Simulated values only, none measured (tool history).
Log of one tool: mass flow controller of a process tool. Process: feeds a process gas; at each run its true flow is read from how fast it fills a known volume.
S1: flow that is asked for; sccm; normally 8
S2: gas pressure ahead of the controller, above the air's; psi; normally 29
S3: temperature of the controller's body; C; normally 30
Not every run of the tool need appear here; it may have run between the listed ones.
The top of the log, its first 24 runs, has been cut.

run 25 hour=4913.2 | S1=5 S2=20.6 S3=23 | true_flow_(%)=98.03
run 26 hour=5211.2 | S1=5 S2=20.6 S3=23 | true_flow_(%)=98.08
run 27 hour=5478.8 | S1=8 S2=33.5 S3=27 | true_flow_(%)=98.84
run 28 hour=5656 | S1=8 S2=33.5 S3=27 | true_flow_(%)=99
run 29 hour=5911.4 | S1=8 S2=33.5 S3=27 | true_flow_(%)=99.02
run 30 hour=6187.3 | S1=3 S2=32.5 S3=26 | true_flow_(%)=98.4
run 31 hour=6326.2 | S1=3 S2=32.5 S3=26 | true_flow_(%)=98.29
run 32 hour=6471.6 | S1=8 S2=28.7 S3=24 | true_flow_(%)=98.79
run 33 hour=6706.1 | S1=5 S2=22.8 S3=24 | true_flow_(%)=98.27
run 34 hour=6977.2 | S1=5 S2=22.8 S3=24 | true_flow_(%)=98.15
run 35 hour=7261.1 | S1=5 S2=22.8 S3=24 | true_flow_(%)=98.06
run 36 hour=7398.1 | S1=12 S2=39 S3=38 | true_flow_(%)=100.68
run 37 hour=7623.8 | S1=12 S2=39 S3=38 | true_flow_(%)=100.63
run 38 hour=7893.4 | S1=8 S2=20.6 S3=30 | true_flow_(%)=98.96
run 39 hour=8036.5 | S1=5 S2=29 S3=36 | true_flow_(%)=99.44
run 40 hour=8233.4 | S1=7 S2=33.1 S3=30 | true_flow_(%)=99.16
run 41 hour=8466.2 | S1=5 S2=29 S3=28 | true_flow_(%)=98.75
run 42 hour=8703.2 | S1=5 S2=29.9 S3=28 | true_flow_(%)=98.72
run 43 hour=8972 | S1=5 S2=29 S3=30 | true_flow_(%)=98.8
run 44 hour=9093.8 | S1=8 S2=26.5 S3=36 | true_flow_(%)=99.84
run 45 hour=9218.8 | S1=8 S2=29 S3=24 | true_flow_(%)=98.51
run 46 hour=9405.4 | S1=8 S2=29 S3=39 | true_flow_(%)=100.06
run 47 hour=9635.3 | S1=20 S2=39.5 S3=24 | true_flow_(%)=100.21
run 48 hour=9846.7 | S1=9 S2=39.3 S3=39 | true_flow_(%)=100.48

Each row is a separate what-if for the run after 48, all from the same tool condition, not one after another. Results?
run A hour=10053.7 | S1=19 S2=39.3 S3=22 | true_flow_(%)=?
run B hour=10053.7 | S1=2 S2=27.1 S3=23 | true_flow_(%)=?
run C hour=10053.7 | S1=9 S2=28.3 S3=25 | true_flow_(%)=?
run D hour=10053.7 | S1=4 S2=23.5 S3=34 | true_flow_(%)=?

run=A true_flow_(%)=99.94
run=B true_flow_(%)=97.64
run=C true_flow_(%)=98.92
run=D true_flow_(%)=99.07
What these runs would have given with no unlogged condition in the tool:
run=A true_flow_(%)=99.95
run=B true_flow_(%)=97.68
run=C true_flow_(%)=98.94
run=D true_flow_(%)=99.09
